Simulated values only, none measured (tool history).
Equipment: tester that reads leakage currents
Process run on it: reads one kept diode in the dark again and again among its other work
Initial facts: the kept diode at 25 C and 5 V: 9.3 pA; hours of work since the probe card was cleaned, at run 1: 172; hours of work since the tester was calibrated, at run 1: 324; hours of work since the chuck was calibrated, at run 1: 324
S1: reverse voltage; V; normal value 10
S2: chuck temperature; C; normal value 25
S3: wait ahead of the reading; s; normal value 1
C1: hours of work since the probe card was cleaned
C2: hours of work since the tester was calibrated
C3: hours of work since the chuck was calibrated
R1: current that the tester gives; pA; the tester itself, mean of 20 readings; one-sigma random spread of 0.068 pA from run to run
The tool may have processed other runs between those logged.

run,hour,S1,S2,S3,C1,C2,C3,R1
1,0,10,25,1,172,324,324,16.46
2,31.8,10,25,1,197,348,348,16.55
3,70.5,10,25,1,226,377,377,16.67
4,122.8,10,25,1,266,417,417,16.77
5,179.9,10,25,1,309,460,460,16.9
6,248.3,10,25,1,361,512,512,17.4
# hour 275.1: chuck's temperature calibrated
7,294.1,10,25,4.54,394,546,14,12.61
8,337.6,10,37,1,428,579,47,37.48
9,371.1,10,37,1,453,604,73,37.78
10,407.7,10,37,1,481,632,101,37.86
11,445.8,3,37,1,510,661,130,24.98
12,491.1,14.7,25,1,544,695,164,19.63
13,539.9,11.2,25,1,581,732,201,17.2
14,598.8,11.2,25,1,626,777,246,17.22
15,646.9,10,25,0.34,663,814,283,23.44
16,694.3,10,25,0.3,699,850,319,24.79
17,745.3,10,25,1,737,889,357,16.93
18,800.3,10,25,1,779,930,399,17.13
19,835.5,10,25,1,806,957,426,17.27
20,909,10,25,1,862,1013,482,17.52
21,952.8,10,25,1,895,1046,515,17.7
# hour 979.2: chuck's temperature calibrated
22,1010.1,16.9,40,1,937,1088,23,57.34
23,1040.6,10,48,0.59,960,1112,47,89.6
24,1092.2,10,48,0.59,1000,1151,86,90.39
25,1156.9,3,36,0.46,1049,1200,135,24.35
26,1225.8,3,36,0.46,1101,1252,187,24.64
27,1257.7,3,36,0.46,1125,1277,212,24.89
28,1292.6,3,36,0.41,1152,1303,238,25.41
29,1345.3,1.1,50,1.33,1192,1343,278,53.29
30,1395.2,17.8,35,4.5,1230,1381,316,39.49
31,1452.7,17.8,53,8.95,1274,1425,360,160.13
32,1486.5,6.4,39,0.89,1299,1451,386,41.13
33,1531.3,6.4,39,0.89,1333,1485,420,41.7
34,1584.6,9.3,43,0.96,1374,1525,460,64.91
35,1626.6,10,25,0.45,1406,1557,492,22.21
36,1664.3,15.3,47,5.43,1435,1586,521,101.04
# hour 1682.5: chuck's temperature calibrated
37,1736.3,12.5,25,0.58,1488,1639,41,21.32
38,1782,10.1,25,0.34,1523,1674,76,23.28
39,1818.8,10,50,0.5,1550,1702,104,105.93

Same runs, no hidden state in the tool, same run-to-run variation:
The hidden state here: stray current of the dirty probe card, pA a volt; current scale over the true one, %; true chuck temperature over the reading, C; drift of the gauge itself on leakage_pa, %.
run,R1
1,15.2
2,15.18
3,15.16
4,15.07
5,14.99
6,15.24
7,12.37
8,36.97
9,36.99
10,36.79
11,24.14
12,18.49
13,16.08
14,15.9
15,22.06
16,23.25
17,15.2
18,15.19
19,15.19
20,15.18
21,15.19
22,56.12
23,88.19
24,88.1
25,23.41
26,23.35
27,23.43
28,23.77
29,49.61
30,34.98
31,145.18
32,36.83
33,36.99
34,57.17
35,19.53
36,87.2
37,20.11
38,22.16
39,102.85

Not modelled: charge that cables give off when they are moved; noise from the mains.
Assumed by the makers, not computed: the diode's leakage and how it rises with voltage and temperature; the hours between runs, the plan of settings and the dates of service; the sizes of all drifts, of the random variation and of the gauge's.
